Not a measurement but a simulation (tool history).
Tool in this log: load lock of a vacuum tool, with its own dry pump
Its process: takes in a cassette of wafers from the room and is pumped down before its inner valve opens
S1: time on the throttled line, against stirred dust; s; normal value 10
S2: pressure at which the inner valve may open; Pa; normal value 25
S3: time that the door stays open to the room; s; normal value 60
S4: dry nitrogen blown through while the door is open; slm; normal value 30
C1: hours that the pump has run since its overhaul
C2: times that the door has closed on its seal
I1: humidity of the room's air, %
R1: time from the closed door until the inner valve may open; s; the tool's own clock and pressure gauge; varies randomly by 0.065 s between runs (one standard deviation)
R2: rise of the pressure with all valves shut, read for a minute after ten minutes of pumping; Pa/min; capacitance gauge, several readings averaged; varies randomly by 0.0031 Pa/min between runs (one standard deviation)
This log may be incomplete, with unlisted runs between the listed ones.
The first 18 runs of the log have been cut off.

run 19 hour=7806.1 | S1=20 S2=25 S3=60 S4=24 | C1=916 C2=16363 | I1=47.4 | R1=25.64 R2=0.137
run 20 hour=8240.9 | S1=20 S2=25 S3=60 S4=24 | C1=1351 C2=16802 | I1=50.4 | R1=25.63 R2=0.152
run 21 hour=8623.7 | S1=20 S2=25 S3=60 S4=24 | C1=1733 C2=17188 | I1=45 | R1=25.76 R2=0.145
run 22 hour=9085.7 | S1=20 S2=25 S3=60 S4=24 | C1=2195 C2=17655 | I1=46.2 | R1=25.65 R2=0.143
run 23 hour=9495.2 | S1=11 S2=39 S3=41 S4=25 | C1=2605 C2=18068 | I1=42.7 | R1=18.07 R2=0.136
run 24 hour=9861.2 | S1=11 S2=39 S3=41 S4=25 | C1=2971 C2=18437 | I1=46.4 | R1=18.05 R2=0.146
run 25 hour=10433.2 | S1=10 S2=26 S3=99 S4=30 | C1=3543 C2=19014 | I1=46.6 | R1=17.93 R2=0.161
run 26 hour=10994.1 | S1=10 S2=25 S3=51 S4=5 | C1=4104 C2=19580 | I1=43.8 | R1=17.93 R2=0.182
run 27 hour=11353.4 | S1=10 S2=25 S3=51 S4=26 | C1=4463 C2=19943 | I1=40.1 | R1=17.9 R2=0.143
run 28 hour=11812.1 | S1=10 S2=25 S3=51 S4=6 | C1=4922 C2=20406 | I1=43.8 | R1=17.93 R2=0.182
run 29 hour=12183 | S1=6 S2=33 S3=57 S4=39 | C1=5293 C2=20780 | I1=40.6 | R1=14.72 R2=0.152
run 30 hour=12563 | S1=6 S2=31 S3=57 S4=39 | C1=5673 C2=21163 | I1=42.5 | R1=14.72 R2=0.156
run 31 hour=13062.8 | S1=6 S2=31 S3=57 S4=39 | C1=6172 C2=21667 | I1=44.4 | R1=14.76 R2=0.16

3 options for the next run, each taken on its own from the tool as it stands now. Forecast them:
run A hour=13489.4 | S1=7 S2=25 S3=60 S4=30 | C1=6599 C2=22098 | I1=45.5 | R1=? R2=?
run B hour=13489.4 | S1=6 S2=29 S3=57 S4=39 | C1=6599 C2=22098 | I1=40.9 | R1=? R2=?
run C hour=13489.4 | S1=8 S2=31 S3=39 S4=16 | C1=6599 C2=22098 | I1=44.9 | R1=? R2=?

run=A R1=15.84 R2=0.172
run=B R1=14.87 R2=0.157
run=C R1=16.36 R2=0.174
What these runs would have given with no unlogged condition in the tool:
run=A R1=15.33 R2=0.062
run=B R1=14.34 R2=0.047
run=C R1=15.88 R2=0.064
